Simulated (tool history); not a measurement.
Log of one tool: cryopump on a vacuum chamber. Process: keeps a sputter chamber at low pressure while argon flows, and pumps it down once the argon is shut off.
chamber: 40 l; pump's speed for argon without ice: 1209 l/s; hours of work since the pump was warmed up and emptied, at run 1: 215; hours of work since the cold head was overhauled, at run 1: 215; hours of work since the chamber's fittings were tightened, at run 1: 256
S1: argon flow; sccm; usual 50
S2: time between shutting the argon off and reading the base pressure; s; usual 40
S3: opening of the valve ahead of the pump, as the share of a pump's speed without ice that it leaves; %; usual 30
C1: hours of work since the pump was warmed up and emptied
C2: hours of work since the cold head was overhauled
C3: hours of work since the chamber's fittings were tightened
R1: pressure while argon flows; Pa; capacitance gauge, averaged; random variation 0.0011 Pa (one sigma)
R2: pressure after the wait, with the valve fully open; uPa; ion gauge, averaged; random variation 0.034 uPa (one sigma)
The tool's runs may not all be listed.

{"run": 1, "day": 0.0, "S1": 50, "S2": 40, "S3": 30, "C1": 215, "C2": 215, "C3": 256, "R1": 0.2419, "R2": 2.47}
{"run": 2, "day": 2.608, "S1": 50, "S2": 40, "S3": 30, "C1": 255, "C2": 255, "C3": 296, "R1": 0.242, "R2": 2.68}
{"run": 3, "day": 4.754, "S1": 50, "S2": 40, "S3": 30, "C1": 287, "C2": 287, "C3": 328, "R1": 0.2436, "R2": 2.73}
{"run": 4, "day": 6.546, "S1": 50, "S2": 40, "S3": 56, "C1": 315, "C2": 315, "C3": 356, "R1": 0.1381, "R2": 2.78}
{"run": 5, "day": 8.638, "S1": 50, "S2": 40, "S3": 56, "C1": 346, "C2": 346, "C3": 387, "R1": 0.1391, "R2": 2.91}
{"run": 6, "day": 11.346, "S1": 50, "S2": 40, "S3": 30, "C1": 387, "C2": 387, "C3": 429, "R1": 0.2491, "R2": 3.04}
{"run": 7, "day": 13.888, "S1": 50, "S2": 40, "S3": 30, "C1": 426, "C2": 426, "C3": 467, "R1": 0.2507, "R2": 3.15}
{"run": 8, "day": 15.196, "S1": 50, "S2": 40, "S3": 30, "C1": 446, "C2": 446, "C3": 487, "R1": 0.2531, "R2": 3.32}
{"run": 9, "day": 17.329, "S1": 50, "S2": 40, "S3": 30, "C1": 478, "C2": 478, "C3": 519, "R1": 0.2555, "R2": 3.3}
{"run": 10, "day": 19.775, "S1": 50, "S2": 40, "S3": 30, "C1": 515, "C2": 515, "C3": 557, "R1": 0.2589, "R2": 3.63}
{"day": 20.658, "done": "pump warmed up, emptied and cooled again"}
{"run": 11, "day": 21.417, "S1": 50, "S2": 40, "S3": 30, "C1": 12, "C2": 537, "C3": 578, "R1": 0.2354, "R2": 2.99}
{"run": 12, "day": 23.733, "S1": 50, "S2": 40, "S3": 57, "C1": 47, "C2": 572, "C3": 614, "R1": 0.1248, "R2": 3.17}
{"run": 13, "day": 25.412, "S1": 50, "S2": 40, "S3": 57, "C1": 72, "C2": 598, "C3": 639, "R1": 0.1265, "R2": 3.3}
{"run": 14, "day": 27.867, "S1": 50, "S2": 42, "S3": 30, "C1": 109, "C2": 635, "C3": 676, "R1": 0.2398, "R2": 3.34}
{"run": 15, "day": 30.088, "S1": 50, "S2": 42, "S3": 30, "C1": 143, "C2": 669, "C3": 710, "R1": 0.2407, "R2": 3.45}
{"run": 16, "day": 31.688, "S1": 50, "S2": 42, "S3": 30, "C1": 168, "C2": 693, "C3": 734, "R1": 0.2399, "R2": 3.57}
{"run": 17, "day": 34.154, "S1": 50, "S2": 42, "S3": 30, "C1": 205, "C2": 731, "C3": 772, "R1": 0.2429, "R2": 3.66}
{"run": 18, "day": 36.183, "S1": 56, "S2": 241, "S3": 57, "C1": 236, "C2": 761, "C3": 803, "R1": 0.1486, "R2": 2.53}
{"run": 19, "day": 38.329, "S1": 56, "S2": 241, "S3": 57, "C1": 268, "C2": 794, "C3": 835, "R1": 0.1502, "R2": 2.61}
{"run": 20, "day": 39.508, "S1": 66, "S2": 25, "S3": 57, "C1": 286, "C2": 812, "C3": 853, "R1": 0.1791, "R2": 5}
{"run": 21, "day": 42.362, "S1": 22, "S2": 84, "S3": 21, "C1": 330, "C2": 855, "C3": 896, "R1": 0.1541, "R2": 3.39}
{"run": 22, "day": 45.146, "S1": 22, "S2": 24, "S3": 26, "C1": 372, "C2": 898, "C3": 939, "R1": 0.1256, "R2": 5.39}
{"run": 23, "day": 46.908, "S1": 24, "S2": 211, "S3": 36, "C1": 399, "C2": 924, "C3": 965, "R1": 0.1026, "R2": 3.18}
{"run": 24, "day": 48.629, "S1": 50, "S2": 46, "S3": 30, "C1": 425, "C2": 950, "C3": 992, "R1": 0.2542, "R2": 4.43}
{"run": 25, "day": 50.388, "S1": 67, "S2": 31, "S3": 30, "C1": 451, "C2": 977, "C3": 1018, "R1": 0.3421, "R2": 5.19}
{"run": 26, "day": 52.333, "S1": 67, "S2": 31, "S3": 30, "C1": 481, "C2": 1007, "C3": 1048, "R1": 0.3417, "R2": 5.34}
{"run": 27, "day": 54.0, "S1": 44, "S2": 40, "S3": 52, "C1": 506, "C2": 1032, "C3": 1073, "R1": 0.1408, "R2": 4.93}
{"day": 55.479, "done": "pump warmed up, emptied and cooled again"}
{"run": 28, "day": 56.817, "S1": 45, "S2": 53, "S3": 58, "C1": 20, "C2": 1072, "C3": 1113, "R1": 0.11, "R2": 3.85}
{"run": 29, "day": 59.329, "S1": 45, "S2": 223, "S3": 23, "C1": 58, "C2": 1110, "C3": 1151, "R1": 0.2765, "R2": 3.14}
{"run": 30, "day": 62.179, "S1": 31, "S2": 59, "S3": 30, "C1": 102, "C2": 1153, "C3": 1194, "R1": 0.147, "R2": 3.97}
{"run": 31, "day": 63.492, "S1": 31, "S2": 59, "S3": 30, "C1": 122, "C2": 1173, "C3": 1214, "R1": 0.149, "R2": 4.13}
{"run": 32, "day": 65.912, "S1": 31, "S2": 52, "S3": 22, "C1": 158, "C2": 1210, "C3": 1251, "R1": 0.2009, "R2": 4.41}
{"run": 33, "day": 67.575, "S1": 52, "S2": 40, "S3": 19, "C1": 184, "C2": 1235, "C3": 1276, "R1": 0.3913, "R2": 4.83}
{"run": 34, "day": 69.579, "S1": 63, "S2": 77, "S3": 19, "C1": 214, "C2": 1265, "C3": 1307, "R1": 0.4742, "R2": 4.31}

Hidden state or all else? Some run-to-run changes of R1, split into what the settings, what came in and random variation would give without the hidden state, and what is left for the hidden state (with any gauge scatter that isn't in both results):
The hidden state here: pump's speed, % of a pump's without ice; cold plate's temperature, K; leak into the chamber, uPa l/s; drift of the gauge itself on working_pa, %; drift of the gauge itself on base_upa, %.
Run 10 -> 11: pump warmed up, emptied and cooled again. R1 -0.0235 Pa: hidden state -0.0238, all else +0.0003.
Run 23 -> 24: S1 24 -> 50, S2 211 -> 46, S3 36 -> 30. R1 +0.1516 Pa: hidden state +0.0116, all else +0.14.
Run 26 -> 27: S1 67 -> 44, S2 31 -> 40, S3 30 -> 52. R1 -0.2009 Pa: hidden state -0.0096, all else -0.1913.
Run 27 -> 28: S1 44 -> 45, S2 40 -> 53, S3 52 -> 58, pump warmed up, emptied and cooled again. R1 -0.0308 Pa: hidden state -0.0209, all else -0.0099.
Run 28 -> 29: S2 53 -> 223, S3 58 -> 23. R1 +0.1665 Pa: hidden state +0.0012, all else +0.1653.
Run 32 -> 33: S1 31 -> 52, S2 52 -> 40, S3 22 -> 19. R1 +0.1904 Pa: hidden state +0.0042, all else +0.1862.
